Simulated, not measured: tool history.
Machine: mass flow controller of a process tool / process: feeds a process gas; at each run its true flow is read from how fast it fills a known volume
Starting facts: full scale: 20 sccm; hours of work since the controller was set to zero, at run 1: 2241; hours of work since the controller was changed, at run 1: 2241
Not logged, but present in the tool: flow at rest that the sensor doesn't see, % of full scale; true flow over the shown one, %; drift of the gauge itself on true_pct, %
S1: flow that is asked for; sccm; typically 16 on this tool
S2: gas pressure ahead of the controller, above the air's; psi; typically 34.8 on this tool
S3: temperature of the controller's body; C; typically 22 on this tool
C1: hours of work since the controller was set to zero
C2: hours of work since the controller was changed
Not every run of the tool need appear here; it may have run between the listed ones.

{"run": 1, "day": 0.0, "S1": 16, "S2": 34.8, "S3": 22, "C1": 2241, "C2": 2241, "true flow (%)": 99.8}
{"run": 2, "day": 2.796, "S1": 16, "S2": 34.8, "S3": 22, "C1": 2275, "C2": 2275, "true flow (%)": 99.78}
{"run": 3, "day": 5.588, "S1": 16, "S2": 34.8, "S3": 22, "C1": 2309, "C2": 2309, "true flow (%)": 99.77}
{"run": 4, "day": 11.025, "S1": 16, "S2": 34.8, "S3": 31, "C1": 2374, "C2": 2374, "true flow (%)": 100.21}
{"run": 5, "day": 15.642, "S1": 14, "S2": 34.8, "S3": 22, "C1": 2430, "C2": 2430, "true flow (%)": 99.74}
{"run": 6, "day": 18.458, "S1": 14, "S2": 34.8, "S3": 22, "C1": 2464, "C2": 2464, "true flow (%)": 99.84}
{"run": 7, "day": 24.529, "S1": 14, "S2": 34.8, "S3": 22, "C1": 2537, "C2": 2537, "true flow (%)": 100.0}
{"run": 8, "day": 28.183, "S1": 14, "S2": 34.8, "S3": 22, "C1": 2581, "C2": 2581, "true flow (%)": 100.0}
{"run": 9, "day": 32.85, "S1": 14, "S2": 34.8, "S3": 22, "C1": 2637, "C2": 2637, "true flow (%)": 100.06}
{"run": 10, "day": 38.871, "S1": 14, "S2": 26.8, "S3": 22, "C1": 2710, "C2": 2710, "true flow (%)": 99.81}
{"run": 11, "day": 44.05, "S1": 16, "S2": 34.8, "S3": 21, "C1": 2772, "C2": 2772, "true flow (%)": 100.24}
{"run": 12, "day": 49.508, "S1": 16, "S2": 34.8, "S3": 22, "C1": 2838, "C2": 2838, "true flow (%)": 100.38}
{"run": 13, "day": 52.15, "S1": 16, "S2": 34.8, "S3": 22, "C1": 2870, "C2": 2870, "true flow (%)": 100.33}
{"run": 14, "day": 55.629, "S1": 16, "S2": 34.8, "S3": 22, "C1": 2912, "C2": 2912, "true flow (%)": 100.42}
{"run": 15, "day": 60.746, "S1": 16, "S2": 34.8, "S3": 22, "C1": 2973, "C2": 2973, "true flow (%)": 100.42}
{"run": 16, "day": 64.575, "S1": 16, "S2": 34.8, "S3": 22, "C1": 3020, "C2": 3020, "true flow (%)": 100.51}
{"run": 17, "day": 70.462, "S1": 16, "S2": 34.8, "S3": 22, "C1": 3091, "C2": 3091, "true flow (%)": 100.51}
{"run": 18, "day": 76.717, "S1": 16, "S2": 34.8, "S3": 22, "C1": 3166, "C2": 3166, "true flow (%)": 100.63}
{"run": 19, "day": 79.467, "S1": 16, "S2": 34.8, "S3": 22, "C1": 3199, "C2": 3199, "true flow (%)": 100.62}
{"run": 20, "day": 82.008, "S1": 5, "S2": 34.8, "S3": 22, "C1": 3230, "C2": 3230, "true flow (%)": 99.71}
{"run": 21, "day": 86.092, "S1": 16, "S2": 34.8, "S3": 27, "C1": 3279, "C2": 3279, "true flow (%)": 100.73}
{"run": 22, "day": 89.133, "S1": 16, "S2": 34.8, "S3": 30, "C1": 3316, "C2": 3316, "true flow (%)": 100.9}
{"run": 23, "day": 94.288, "S1": 4, "S2": 34.8, "S3": 30, "C1": 3378, "C2": 3378, "true flow (%)": 100.14}
{"run": 24, "day": 97.392, "S1": 4, "S2": 34.8, "S3": 30, "C1": 3415, "C2": 3415, "true flow (%)": 100.17}
{"run": 25, "day": 103.462, "S1": 4, "S2": 34.8, "S3": 30, "C1": 3488, "C2": 3488, "true flow (%)": 100.18}
{"run": 26, "day": 109.396, "S1": 4, "S2": 40.2, "S3": 35, "C1": 3560, "C2": 3560, "true flow (%)": 100.41}
{"day": 109.846, "done": "gauge calibrated"}
{"run": 27, "day": 113.021, "S1": 16, "S2": 35.5, "S3": 22, "C1": 3603, "C2": 3603, "true flow (%)": 99.87}
{"run": 28, "day": 117.904, "S1": 10, "S2": 21.2, "S3": 20, "C1": 3662, "C2": 3662, "true flow (%)": 99.05}
{"run": 29, "day": 122.225, "S1": 6, "S2": 29.0, "S3": 33, "C1": 3714, "C2": 3714, "true flow (%)": 99.37}
{"run": 30, "day": 126.988, "S1": 2, "S2": 21.0, "S3": 26, "C1": 3772, "C2": 3772, "true flow (%)": 98.69}
{"run": 31, "day": 130.154, "S1": 2, "S2": 21.0, "S3": 26, "C1": 3810, "C2": 3810, "true flow (%)": 98.75}
{"run": 32, "day": 133.358, "S1": 2, "S2": 21.0, "S3": 26, "C1": 3849, "C2": 3849, "true flow (%)": 98.84}
{"run": 33, "day": 138.288, "S1": 7, "S2": 28.6, "S3": 21, "C1": 3908, "C2": 3908, "true flow (%)": 99.26}
{"run": 34, "day": 143.608, "S1": 5, "S2": 33.2, "S3": 21, "C1": 3972, "C2": 3972, "true flow (%)": 99.37}
{"run": 35, "day": 149.825, "S1": 4, "S2": 23.2, "S3": 23, "C1": 4047, "C2": 4047, "true flow (%)": 99.05}
{"run": 36, "day": 152.725, "S1": 15, "S2": 35.8, "S3": 35, "C1": 4082, "C2": 4082, "true flow (%)": 100.37}
{"run": 37, "day": 158.217, "S1": 14, "S2": 23.1, "S3": 28, "C1": 4148, "C2": 4148, "true flow (%)": 99.92}
{"run": 38, "day": 163.0, "S1": 10, "S2": 23.1, "S3": 28, "C1": 4206, "C2": 4206, "true flow (%)": 99.73}
{"run": 39, "day": 166.562, "S1": 10, "S2": 23.1, "S3": 28, "C1": 4249, "C2": 4249, "true flow (%)": 99.83}
{"run": 40, "day": 171.533, "S1": 10, "S2": 23.1, "S3": 28, "C1": 4309, "C2": 4309, "true flow (%)": 99.79}
{"run": 41, "day": 177.396, "S1": 3, "S2": 30.2, "S3": 26, "C1": 4379, "C2": 4379, "true flow (%)": 99.5}
{"run": 42, "day": 180.292, "S1": 11, "S2": 30.2, "S3": 26, "C1": 4414, "C2": 4414, "true flow (%)": 100.17}
{"run": 43, "day": 183.133, "S1": 14, "S2": 21.0, "S3": 22, "C1": 4449, "C2": 4449, "true flow (%)": 100.06}
{"run": 44, "day": 189.146, "S1": 14, "S2": 21.0, "S3": 22, "C1": 4521, "C2": 4521, "true flow (%)": 100.1}
{"run": 45, "day": 194.612, "S1": 16, "S2": 33.2, "S3": 22, "C1": 4587, "C2": 4587, "true flow (%)": 100.71}

What if the next run were any one of these 4? Each begins from the tool's condition after run 45:
{"run": "A", "day": 198.992, "S1": 16, "S2": 27.0, "S3": 22, "C1": 4640, "C2": 4640, "true flow (%)": "?"}
{"run": "B", "day": 198.992, "S1": 4, "S2": 37.1, "S3": 22, "C1": 4640, "C2": 4640, "true flow (%)": "?"}
{"run": "C", "day": 198.992, "S1": 6, "S2": 22.2, "S3": 22, "C1": 4640, "C2": 4640, "true flow (%)": "?"}
{"run": "D", "day": 198.992, "S1": 11, "S2": 34.8, "S3": 22, "C1": 4640, "C2": 4640, "true flow (%)": "?"}

run=A true_flow_(%)=100.46
run=B true_flow_(%)=99.93
run=C true_flow_(%)=99.68
run=D true_flow_(%)=100.33
Without the tool's hidden state the same runs would have given:
run=A true_flow_(%)=99.54
run=B true_flow_(%)=99.04
run=C true_flow_(%)=98.79
run=D true_flow_(%)=99.42

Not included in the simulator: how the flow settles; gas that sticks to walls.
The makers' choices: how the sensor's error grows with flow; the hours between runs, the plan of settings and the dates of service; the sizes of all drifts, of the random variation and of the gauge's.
